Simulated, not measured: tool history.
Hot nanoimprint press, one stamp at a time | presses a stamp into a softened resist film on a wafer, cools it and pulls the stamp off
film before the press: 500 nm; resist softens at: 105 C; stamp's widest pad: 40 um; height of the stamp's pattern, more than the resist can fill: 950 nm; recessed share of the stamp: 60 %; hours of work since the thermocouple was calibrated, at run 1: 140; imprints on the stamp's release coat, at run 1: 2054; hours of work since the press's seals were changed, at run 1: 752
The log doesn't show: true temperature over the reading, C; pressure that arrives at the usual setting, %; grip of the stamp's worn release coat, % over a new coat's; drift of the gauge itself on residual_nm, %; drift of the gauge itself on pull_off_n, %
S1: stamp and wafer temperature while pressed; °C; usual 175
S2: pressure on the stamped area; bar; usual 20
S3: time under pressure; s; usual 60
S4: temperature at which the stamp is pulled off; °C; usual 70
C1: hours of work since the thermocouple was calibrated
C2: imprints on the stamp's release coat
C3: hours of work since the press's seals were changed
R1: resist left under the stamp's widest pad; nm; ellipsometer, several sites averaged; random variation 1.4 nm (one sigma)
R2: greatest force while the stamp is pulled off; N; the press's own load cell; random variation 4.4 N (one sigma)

run	hour	S1	S2	S3	S4	C1	C2	C3	R1	R2
1	0	175	20	60	70	140	2054	752	225.9	407
2	21.2	175	20	60	70	152	2146	763	227.8	409
3	53.4	175	20	60	66	169	2285	781	226.8	446
4	77.2	175	20	60	75	182	2388	794	228.5	420
# hour 90.7: stamp cleaned and given a new release coat
5	110.7	175	20	60	75	197	87	809	229.4	203
6	137.6	175	20	60	70	212	203	823	229.1	231
7	167.2	175	20	60	70	228	332	840	231.9	247
8	182.3	175	20	60	70	236	397	848	232.1	244
9	201.5	175	20	60	70	246	480	858	230.4	260
10	222.1	175	20	60	70	258	570	869	232.3	263
# hour 227.9: plate thermocouple calibrated
11	241	175	20	60	70	7	639	878	240.1	281
12	258.1	175	20	60	70	16	713	887	240.8	285
13	279.1	175	20	60	70	28	804	899	240.8	283
14	306.7	175	20	53	70	43	924	914	254.3	295
15	323.9	175	20	60	70	52	998	923	241.1	309
# hour 328.9: plate thermocouple calibrated, once more
16	357.9	175	20	117	70	16	1132	940	165.5	315
17	391.3	166	20.8	32	74	34	1277	958	374.1	316
18	423.8	165	20.8	45	74	52	1418	976	356	321
19	449	165	20.8	45	74	65	1527	990	356.7	339
20	463.7	165	20.8	45	74	73	1591	998	358.1	345
21	497.9	175	12.3	93	70	92	1740	1016	223.4	369
22	523.5	177	20	66	70	106	1850	1030	197	363
23	548.4	187	25.1	60	66	120	1958	1044	120.6	414
24	572.8	171	20	50	70	133	2064	1057	284	401
25	590.4	171	20	50	70	142	2140	1067	287.2	424
26	620.5	171	20	50	70	159	2271	1083	288.8	433
# hour 637.9: press's hydraulic seals changed and the load cell set to zero
27	649.2	175	20	41	76	170	2361	6	253	407
# hour 668.6: stamp cleaned and given a new release coat
28	672.9	175	20	41	76	180	18	16	253	201
29	705.8	175	20	91	70	198	161	34	185.9	230
30	734.7	175	15.5	60	71	214	286	50	242.9	238
31	762.8	166	12.2	60	63	229	408	65	368.4	265

Forecast each of these 3 alternatives for the next run:
A	794.7	166	12.2	80	63	246	546	82	?	?
B	794.7	178	12.2	60	55	246	546	82	?	?
C	794.7	175	20	39	70	246	546	82	?	?

run	R1	R2
A	338.8	282
B	242	294
C	260.8	261
Without the tool's hidden state the same runs would have given:
run	R1	R2
A	329.1	229
B	233.7	239
C	251.8	212
